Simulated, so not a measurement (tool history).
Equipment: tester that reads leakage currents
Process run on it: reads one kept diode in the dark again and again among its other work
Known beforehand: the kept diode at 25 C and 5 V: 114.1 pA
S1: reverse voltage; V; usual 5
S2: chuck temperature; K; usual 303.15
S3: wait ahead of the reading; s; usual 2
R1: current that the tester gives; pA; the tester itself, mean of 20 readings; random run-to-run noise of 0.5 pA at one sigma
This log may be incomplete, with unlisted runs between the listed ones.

run 1 hour=0 | S1=5 S2=303.15 S3=2 | R1=175.19
run 2 hour=134.6 | S1=5 S2=303.15 S3=2 | R1=174.63
run 3 hour=264.3 | S1=5 S2=303.15 S3=2 | R1=174.36
run 4 hour=394.9 | S1=5 S2=303.15 S3=2 | R1=174.97
run 5 hour=502.4 | S1=5 S2=303.15 S3=2 | R1=173.42
run 6 hour=635.9 | S1=5 S2=303.15 S3=2 | R1=174.29
run 7 hour=718.1 | S1=5 S2=328.15 S3=2 | R1=1176.02
run 8 hour=856 | S1=5 S2=333.15 S3=2 | R1=1667.92
run 9 hour=926.7 | S1=5 S2=333.15 S3=2 | R1=1663.97
run 10 hour=1027.4 | S1=5 S2=323.15 S3=2 | R1=821.15
run 11 hour=1126.1 | S1=5 S2=303.15 S3=5.79 | R1=171.92
run 12 hour=1273.8 | S1=5 S2=303.15 S3=5.79 | R1=172.29
run 13 hour=1373.8 | S1=5 S2=303.15 S3=5.79 | R1=170.39
run 14 hour=1444.1 | S1=5 S2=303.15 S3=1.51 | R1=171.95
run 15 hour=1554 | S1=5 S2=303.15 S3=1.51 | R1=171.56
run 16 hour=1720.5 | S1=5 S2=303.15 S3=1.51 | R1=170.59
run 17 hour=1833.5 | S1=5 S2=303.15 S3=1.51 | R1=170.11
run 18 hour=1926.7 | S1=5 S2=303.15 S3=1.51 | R1=170.41
-- hour=1980.8 chuck's temperature calibrated
run 19 hour=2096.5 | S1=5 S2=303.15 S3=1.51 | R1=173.9
run 20 hour=2222.4 | S1=5 S2=303.15 S3=1.51 | R1=174.16
run 21 hour=2296.8 | S1=5 S2=303.15 S3=1.51 | R1=174.02
run 22 hour=2436.7 | S1=4.78 S2=313.15 S3=4.4 | R1=377.12
run 23 hour=2575.7 | S1=4.78 S2=313.15 S3=4.4 | R1=377.8
run 24 hour=2741.5 | S1=3.49 S2=296.15 S3=1.38 | R1=81.58
run 25 hour=2910.5 | S1=3.49 S2=296.15 S3=1.38 | R1=81.71
run 26 hour=3072.5 | S1=5 S2=304.15 S3=0.49 | R1=187.01
run 27 hour=3148.5 | S1=6.78 S2=332.15 S3=2 | R1=1752.73
run 28 hour=3272.4 | S1=2.51 S2=297.15 S3=4.79 | R1=75.55
run 29 hour=3410.6 | S1=2.03 S2=313.15 S3=1.7 | R1=254.65
run 30 hour=3496 | S1=5 S2=306.15 S3=0.51 | R1=218.98
run 31 hour=3580.2 | S1=7.9 S2=312.15 S3=2 | R1=429.06
run 32 hour=3676 | S1=2.5 S2=332.15 S3=0.55 | R1=1124.68
run 33 hour=3799.7 | S1=16.49 S2=328.15 S3=4.39 | R1=1941.18
run 34 hour=3931.5 | S1=16.49 S2=328.15 S3=4.39 | R1=1937.99
run 35 hour=4093.8 | S1=18.07 S2=322.15 S3=4.33 | R1=1310.92
run 36 hour=4234.9 | S1=2.45 S2=316.15 S3=4.33 | R1=343.8
run 37 hour=4313 | S1=1.11 S2=298.15 S3=2 | R1=56.3
run 38 hour=4437.9 | S1=10.94 S2=297.15 S3=0.52 | R1=147.82
-- hour=4468.7 probe card cleaned and baked
run 39 hour=4598.9 | S1=1.34 S2=303.15 S3=2.81 | R1=92.53
run 40 hour=4743.4 | S1=3.87 S2=297.15 S3=2 | R1=87.81

Predict each of these 4 candidate next runs independently; none follows another, all start after run 40:
run A hour=4912.7 | S1=2.04 S2=303.15 S3=0.6 | R1=?
run B hour=4912.7 | S1=6.71 S2=303.15 S3=0.38 | R1=?
run C hour=4912.7 | S1=14.66 S2=298.15 S3=9.85 | R1=?
run D hour=4912.7 | S1=5 S2=303.15 S3=4.24 | R1=?

run=A R1=111.13
run=B R1=187.85
run=C R1=172.06
run=D R1=162.91
The same runs, with their run-to-run variation unchanged, on a tool lacking any hidden condition would have given:
run=A R1=118.56
run=B R1=200.19
run=C R1=183.51
run=D R1=173.75
